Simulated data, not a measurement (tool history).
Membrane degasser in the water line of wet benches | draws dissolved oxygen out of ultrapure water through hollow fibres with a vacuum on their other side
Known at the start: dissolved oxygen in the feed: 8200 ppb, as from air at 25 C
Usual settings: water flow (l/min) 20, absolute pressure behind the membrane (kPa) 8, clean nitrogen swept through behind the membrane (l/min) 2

run	hour	water flow (l/min)	absolute pressure behind the membrane (kPa)	clean nitrogen swept through behind the membrane (l/min)	dissolved oxygen in the water behind the degasser (ppb)	pressure that the water loses in the fibres (kPa)
1	0	20	8	2	164.9	60.04
2	76.4	20	8	2.38	147.8	59.9
3	114.3	20	8	2.38	149	60.27
4	165.6	20	8	2	162.8	59.96
5	252.8	20	15.44	2	339.7	60.45
6	299.9	20	8.7	2	181.7	60.37
7	344.9	20	8	2	164.6	60.11
8	398.9	20	8	2	165.5	60.53
9	487.7	20	7.65	4.41	100	60.59
10	551.1	20	8	3.25	122.7	60.21
11	595.9	20	8	3.25	124.6	60.29
12	637.7	17	8	3.25	98.6	51
13	708.2	17	8	0.93	230.7	51.17
14	797.7	17	8	0.93	228.7	51.36
15	849.6	13	11.59	2	155.1	39.27
16	912.5	30	15.36	3.01	390.1	90.51

Not shown: 1 entry that the log had between the listed runs. Between which runs, and how does the tool's hidden state differ before and after?
Between runs 13 and 14: vacuum gauge calibrated (hour 765.5)
  true pressure behind the membrane over the reading, kPa: 0.08 -> 0; air that leaks in behind the membrane, l/min: 0.021 -> 0.0212
  measured less the result without the state, dissolved oxygen in the water behind the degasser (ppb): +7.7 -> +4.8; pressure that the water loses in the fibres (kPa): +0.24 -> +0.25

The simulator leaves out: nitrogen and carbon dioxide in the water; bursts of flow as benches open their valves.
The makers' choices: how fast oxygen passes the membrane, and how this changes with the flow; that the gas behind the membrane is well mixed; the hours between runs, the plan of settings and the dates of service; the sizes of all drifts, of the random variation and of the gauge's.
